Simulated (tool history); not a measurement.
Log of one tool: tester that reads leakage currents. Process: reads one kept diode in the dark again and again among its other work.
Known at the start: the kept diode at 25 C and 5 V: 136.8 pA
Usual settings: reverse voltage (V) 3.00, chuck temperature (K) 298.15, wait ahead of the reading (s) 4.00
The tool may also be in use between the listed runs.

run    hour  reverse voltage (V)  chuck temperature (K)  wait ahead of the reading (s)  current that the tester gives (pA)
  1     0.0                 3.00                 298.15                           4.00                              103.29
  2    62.0                 3.00                 298.15                           4.00                              103.73
  3   125.5                 3.00                 298.15                           4.00                              102.82
  4   178.2                 3.00                 298.15                           4.00                              103.72
  5   237.3                 1.77                 298.15                           4.00                               77.24
  6   275.5                 1.34                 298.15                           4.00                               65.81
  7   336.2                 1.34                 298.15                           4.00                               66.36
  8   376.4                 1.34                 298.15                           4.00                               66.07
  9   404.9                 1.34                 298.15                           4.00                               66.17
 10   464.4                 1.34                 298.15                           4.00                               65.88
 11   507.4                 3.00                 298.15                           4.00                              103.54
 12   540.8                 3.00                 298.15                           4.00                              103.03
 13   570.2                 3.00                 298.15                           4.00                              103.22
 14   620.7                 3.00                 298.15                           4.00                              103.46
 15   667.4                 3.00                 298.15                           4.00                              103.25
 16   715.0                 3.00                 300.15                           4.00                              121.19
 17   745.3                 3.00                 298.15                           4.00                              103.06
 18   805.6                 3.00                 298.15                           4.00                              103.16
 19   870.4                 3.00                 298.15                           4.00                              103.36
 20   931.6                 6.38                 303.15                           4.00                              233.22
 21   980.0                 1.26                 307.15                           4.00                              129.46
 22  1021.9                 7.18                 312.15                           4.00                              495.16
 23  1081.1                 7.18                 312.15                           4.00                              494.90
 24  1114.4                 7.18                 312.15                           4.00                              495.46
 25  1167.8                13.36                 298.15                           1.58                              238.96
     1209.1  -- chuck's temperature calibrated
 26  1236.0                13.36                 298.15                           1.58                              238.54
 27  1288.8                13.36                 298.15                           1.58                              236.54
 28  1350.6                14.50                 303.15                           1.58                              370.47
 29  1410.5                 7.97                 318.15                           0.81                              810.76
 30  1472.3                 3.00                 321.15                           8.88                              584.02
     1501.6  -- probe card cleaned and baked
 31  1504.7                 3.00                 321.15                           8.88                              585.55
 32  1538.0                 2.09                 295.15                           0.43                               67.07
 33  1582.3                12.25                 295.15                           0.88                              178.73
 34  1640.5                12.25                 295.15                           0.88                              178.01
 35  1693.6                12.25                 295.15                           0.88                              178.76
 36  1752.0                 1.13                 297.15                           3.72                               55.27
 37  1781.0                 3.00                 323.15                           1.43                              675.80

5 ways to go on from here, each from the tool as it stands after run 37. What would each give?
  A  1835.9                 2.74                 298.15                           4.00                                   ?
  B  1835.9                 2.87                 298.15                           1.43                                   ?
  C  1835.9                 1.68                 323.15                           1.50                                   ?
  D  1835.9                12.92                 298.15                           4.00                                   ?
  E  1835.9                 2.67                 307.15                           1.43                                   ?

run  current that the tester gives (pA)
  A                               98.30
  B                              100.91
  C                              486.52
  D                              232.44
  E                              196.66
Without the tool's hidden state the same runs would have given:
run  current that the tester gives (pA)
  A                               98.37
  B                              100.98
  C                              486.91
  D                              232.57
  E                              196.81
